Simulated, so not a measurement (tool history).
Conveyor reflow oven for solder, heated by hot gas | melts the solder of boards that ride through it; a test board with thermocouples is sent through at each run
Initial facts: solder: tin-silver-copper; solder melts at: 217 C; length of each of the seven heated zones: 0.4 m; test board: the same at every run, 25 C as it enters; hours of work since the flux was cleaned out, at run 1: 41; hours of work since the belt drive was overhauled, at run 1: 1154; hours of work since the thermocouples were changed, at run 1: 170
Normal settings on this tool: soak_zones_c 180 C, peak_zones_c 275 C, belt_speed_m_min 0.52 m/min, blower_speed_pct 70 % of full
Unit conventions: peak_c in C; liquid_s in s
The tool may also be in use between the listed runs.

| run | hour | soak_zones_c | peak_zones_c | belt_speed_m_min | blower_speed_pct | hours of work since the flux was cleaned out | hours of work since the belt drive was overhauled | hours of work since the thermocouples were changed | peak_c | liquid_s |
|---|---|---|---|---|---|---|---|---|---|---|
| 1 | 0 | 180 | 275 | 0.52 | 70 | 41 | 1154 | 170 | 260 | 78.2 |
| 2 | 34.4 | 189 | 275 | 0.52 | 70 | 59 | 1172 | 189 | 261.4 | 83.8 |
| 3 | 89.9 | 189 | 284 | 0.52 | 70 | 88 | 1202 | 218 | 269.2 | 88.3 |
| 4 | 129.6 | 180 | 275 | 0.52 | 70 | 109 | 1223 | 239 | 259.9 | 78.1 |
| 5 | 164.3 | 180 | 263 | 0.52 | 70 | 128 | 1241 | 257 | 248.9 | 70 |
| 6 | 204.1 | 180 | 263 | 0.52 | 70 | 148 | 1262 | 278 | 248.3 | 70 |
| 7 | 255.2 | 180 | 263 | 0.52 | 70 | 175 | 1289 | 305 | 248.1 | 69.8 |
| 8 | 285.7 | 180 | 275 | 0.52 | 70 | 192 | 1305 | 321 | 258.2 | 77.2 |
| 9 | 316.5 | 180 | 275 | 0.572 | 52 | 208 | 1321 | 338 | 251.5 | 62.6 |
| 10 | 353.3 | 180 | 275 | 0.572 | 52 | 227 | 1341 | 357 | 250.6 | 62.2 |
| 11 | 394.7 | 190 | 269 | 0.505 | 86 | 249 | 1363 | 379 | 257 | 85.4 |
| 12 | 430.8 | 190 | 269 | 0.505 | 86 | 268 | 1382 | 398 | 257.2 | 85 |
| 13 | 483.5 | 190 | 269 | 0.505 | 86 | 296 | 1409 | 426 | 257.3 | 84.7 |
| 14 | 517 | 180 | 275 | 0.591 | 70 | 314 | 1427 | 443 | 252.7 | 63.2 |
| 15 | 567.4 | 180 | 275 | 0.591 | 70 | 340 | 1454 | 470 | 252 | 62.5 |

5 options for the next run, each taken on its own from the tool as it stands now. Forecast them:
|  | 615 | flux residue cleaned out of gas plates and filters |
| A | 623 | 180 | 275 | 0.591 | 50 | 4 | 1480 | 497 | ? | ? |
|  | 615 | flux residue cleaned out of gas plates and filters |
| B | 623 | 192 | 269 | 0.52 | 70 | 4 | 1480 | 497 | ? | ? |
|  | 615 | flux residue cleaned out of gas plates and filters |
| C | 623 | 189 | 275 | 0.591 | 70 | 4 | 1480 | 497 | ? | ? |
|  | 615 | flux residue cleaned out of gas plates and filters |
| D | 623 | 180 | 284 | 0.552 | 86 | 4 | 1480 | 497 | ? | ? |
|  | 615 | flux residue cleaned out of gas plates and filters |
| E | 623 | 180 | 275 | 0.52 | 56 | 4 | 1480 | 497 | ? | ? |

| run | peak_c | liquid_s |
|---|---|---|
| A | 249.5 | 59.7 |
| B | 255.8 | 82.7 |
| C | 257.2 | 70.7 |
| D | 268.6 | 79.2 |
| E | 255.7 | 75.4 |
What these runs would have given with no unlogged condition in the tool:
| run | peak_c | liquid_s |
|---|---|---|
| A | 250.1 | 59.2 |
| B | 256.7 | 81.8 |
| C | 258.1 | 70 |
| D | 269.6 | 78.3 |
| E | 256.5 | 74.6 |

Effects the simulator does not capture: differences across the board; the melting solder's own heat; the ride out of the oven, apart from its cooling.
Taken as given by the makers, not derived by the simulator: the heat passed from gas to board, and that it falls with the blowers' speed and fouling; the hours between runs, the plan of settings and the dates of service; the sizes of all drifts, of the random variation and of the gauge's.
